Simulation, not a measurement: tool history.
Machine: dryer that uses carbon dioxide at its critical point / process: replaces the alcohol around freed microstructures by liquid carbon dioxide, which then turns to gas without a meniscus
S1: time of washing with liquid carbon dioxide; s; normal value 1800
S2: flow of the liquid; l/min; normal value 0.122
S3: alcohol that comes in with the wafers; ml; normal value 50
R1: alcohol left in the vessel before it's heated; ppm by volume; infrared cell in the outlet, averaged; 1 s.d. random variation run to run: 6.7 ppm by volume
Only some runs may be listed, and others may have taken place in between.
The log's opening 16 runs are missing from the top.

run 17 hour=474.7 | S1=1500 S2=0.122 S3=50 | R1=992
run 18 hour=510.0 | S1=1500 S2=0.122 S3=50 | R1=1005
run 19 hour=530.5 | S1=1500 S2=0.122 S3=50 | R1=1017
run 20 hour=557.5 | S1=1500 S2=0.122 S3=50 | R1=1016
run 21 hour=589.3 | S1=1500 S2=0.122 S3=50 | R1=1034
-- hour=605.3 inlet filter changed
run 22 hour=610.1 | S1=1500 S2=0.122 S3=50 | R1=803
run 23 hour=635.4 | S1=1500 S2=0.122 S3=50 | R1=821
run 24 hour=673.3 | S1=1800 S2=0.122 S3=40 | R1=259
run 25 hour=691.7 | S1=1800 S2=0.122 S3=65 | R1=423
run 26 hour=729.3 | S1=1800 S2=0.122 S3=65 | R1=430
run 27 hour=766.8 | S1=1800 S2=0.135 S3=50 | R1=197
run 28 hour=805.2 | S1=1260 S2=0.152 S3=99 | R1=1406

What will run 29 give?
run 29 hour=827.9 | S1=1260 S2=0.152 S3=99 | R1=?

R1: 1448 ppm by volume
With the hidden condition absent and the run-to-run variation left alone, this run would have shown R1 1280 ppm by volume.
